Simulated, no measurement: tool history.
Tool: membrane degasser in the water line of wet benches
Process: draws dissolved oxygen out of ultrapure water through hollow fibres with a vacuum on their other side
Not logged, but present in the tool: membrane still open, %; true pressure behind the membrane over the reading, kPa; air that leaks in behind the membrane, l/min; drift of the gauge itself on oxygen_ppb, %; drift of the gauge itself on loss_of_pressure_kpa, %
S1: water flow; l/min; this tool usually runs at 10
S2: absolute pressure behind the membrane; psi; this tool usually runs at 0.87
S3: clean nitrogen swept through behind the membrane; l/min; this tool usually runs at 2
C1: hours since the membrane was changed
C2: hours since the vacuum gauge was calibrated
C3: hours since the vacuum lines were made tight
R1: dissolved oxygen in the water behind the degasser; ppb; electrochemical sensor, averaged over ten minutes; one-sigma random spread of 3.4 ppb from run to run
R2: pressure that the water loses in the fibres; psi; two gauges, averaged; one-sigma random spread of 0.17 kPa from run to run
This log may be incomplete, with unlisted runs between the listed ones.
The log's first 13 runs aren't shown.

run    hour  S1     S2    S3     C1    C2    C3     R1      R2
 14  2032.9  10  1.791  3.77   8897  2031   894  408.7   8.245
 15  2209.9  10   0.87     2   9074  2208  1071  387.9   8.267
 16    2381  10   0.87     2   9246  2379  1242  385.3   8.258
 17  2528.2   8   0.87  2.21   9393  2526  1390  276.6   6.614
 18  2682.8  10   0.87     2   9547  2681  1544  383.2   8.283
 19  2784.6  10   0.87     2   9649  2783  1646  387.6   8.254
 20  3004.5  16  2.168     2   9869  3003  1866    851  13.226
 21  3156.8  16  2.168     2  10021  3155  2018  849.2  13.259
 22  3306.7  11  0.569   2.4  10171  3305  2168  413.9   9.111
 23  3408.9   7  2.064  4.28  10273  3407  2270  255.2   5.793
 24    3551  10  0.763   3.6  10416  3549  2412  379.2   8.282
 25  3781.2   9  0.735  4.12  10646  3779  2643  322.2   7.475
 26  3895.7   7   0.77  1.08  10760  3894  2757  240.7   5.816
 27  4061.4   9  1.083  1.95  10926  4059  2923  354.3   7.535
 28  4294.6   6  1.337  0.98  11159  4293  3156  253.6   5.027
 29    4512   6  1.482  1.34  11377  4510  3373  239.9   5.004
 30    4612  10  1.358  0.95  11477  4610  3473  507.6   8.369
 31  4725.7  10  1.358  0.95  11590  4724  3587    525   8.385

Here are 5 independent what-if runs from the current tool condition. What would each one return?
     4925  -- vacuum gauge calibrated
  A  4925  10  1.199     2  11789   0  3786   ?   ?
     4925  -- vacuum gauge calibrated
  B  4925   7  1.358   1.1  11789   0  3786   ?   ?
     4925  -- vacuum gauge calibrated
  C  4925  10  1.358  1.31  11789   0  3786   ?   ?
     4925  -- vacuum gauge calibrated
  D  4925  11  1.434  3.39  11789   0  3786   ?   ?
     4925  -- vacuum gauge calibrated
  E  4925  14  1.952  1.53  11789   0  3786   ?   ?

run     R1      R2
  A    430   8.386
  B  310.6   5.896
  C    470   8.401
  D  472.2   9.252
  E  785.2  11.699
Had the tool no hidden state, the same runs would have come out as:
run     R1      R2
  A  362.4   7.886
  B  262.4   5.546
  C  402.9     7.9
  D  398.8   8.699
  E  693.7  10.998

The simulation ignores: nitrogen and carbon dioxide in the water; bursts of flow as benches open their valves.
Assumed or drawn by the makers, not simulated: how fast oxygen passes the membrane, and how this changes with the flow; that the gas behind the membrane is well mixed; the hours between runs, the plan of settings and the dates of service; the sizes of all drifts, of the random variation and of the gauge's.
